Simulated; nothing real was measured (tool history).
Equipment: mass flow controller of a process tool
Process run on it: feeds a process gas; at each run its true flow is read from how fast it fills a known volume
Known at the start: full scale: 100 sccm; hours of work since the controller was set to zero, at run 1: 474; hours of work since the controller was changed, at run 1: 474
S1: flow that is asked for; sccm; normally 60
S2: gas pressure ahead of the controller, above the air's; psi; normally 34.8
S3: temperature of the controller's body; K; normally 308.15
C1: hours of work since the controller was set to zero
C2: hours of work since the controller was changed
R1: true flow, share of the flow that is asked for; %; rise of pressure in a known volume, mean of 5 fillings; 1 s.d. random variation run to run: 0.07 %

run 1 hour=0 | S1=60 S2=34.8 S3=308.15 | C1=474 C2=474 | R1=99.22
run 2 hour=79.7 | S1=60 S2=34.8 S3=308.15 | C1=519 C2=519 | R1=99.17
run 3 hour=153.1 | S1=60 S2=34.8 S3=309.15 | C1=561 C2=561 | R1=99.25
run 4 hour=196.6 | S1=60 S2=34.8 S3=309.15 | C1=585 C2=585 | R1=99.45
run 5 hour=289 | S1=60 S2=34.8 S3=309.15 | C1=638 C2=638 | R1=99.47
run 6 hour=340.3 | S1=60 S2=34.8 S3=309.15 | C1=667 C2=667 | R1=99.45
run 7 hour=403.3 | S1=60 S2=34.8 S3=309.15 | C1=702 C2=702 | R1=99.48
run 8 hour=498.6 | S1=60 S2=34.8 S3=309.15 | C1=756 C2=756 | R1=99.56
run 9 hour=569.9 | S1=60 S2=34.8 S3=309.15 | C1=797 C2=797 | R1=99.69
run 10 hour=669.8 | S1=60 S2=34.8 S3=309.15 | C1=853 C2=853 | R1=99.75
run 11 hour=760.6 | S1=60 S2=34.8 S3=309.15 | C1=905 C2=905 | R1=99.78
run 12 hour=829.3 | S1=60 S2=25.7 S3=306.15 | C1=944 C2=944 | R1=99.7
run 13 hour=930.2 | S1=89 S2=27.3 S3=309.15 | C1=1001 C2=1001 | R1=100.29
run 14 hour=1006.6 | S1=89 S2=27.3 S3=309.15 | C1=1044 C2=1044 | R1=100.3
run 15 hour=1075.2 | S1=89 S2=27.3 S3=309.15 | C1=1083 C2=1083 | R1=100.33
run 16 hour=1174.3 | S1=23 S2=32.2 S3=303.15 | C1=1139 C2=1139 | R1=99.4
run 17 hour=1239.2 | S1=23 S2=39.7 S3=298.15 | C1=1176 C2=1176 | R1=100.13
run 18 hour=1313.1 | S1=16 S2=34.8 S3=305.15 | C1=1218 C2=1218 | R1=99.64
run 19 hour=1399.9 | S1=11 S2=38.7 S3=296.15 | C1=1267 C2=1267 | R1=99.94
run 20 hour=1462.6 | S1=76 S2=34.8 S3=304.15 | C1=1303 C2=1303 | R1=100.97
run 21 hour=1529.9 | S1=50 S2=34.8 S3=301.15 | C1=1341 C2=1341 | R1=100.62
run 22 hour=1596.3 | S1=64 S2=23.5 S3=308.15 | C1=1378 C2=1378 | R1=100.27

3 options for the next run, each taken on its own from the tool as it stands now. Forecast them:
run A hour=1653 | S1=35 S2=32.8 S3=299.15 | C1=1410 C2=1410 | R1=?
run B hour=1653 | S1=43 S2=37.4 S3=294.15 | C1=1410 C2=1410 | R1=?
run C hour=1653 | S1=60 S2=34.8 S3=306.15 | C1=1410 C2=1410 | R1=?

run=A R1=100.31
run=B R1=100.76
run=C R1=100.78
Had the tool no hidden state, the same runs would have come out as:
run=A R1=98.83
run=B R1=99.27
run=C R1=99.29
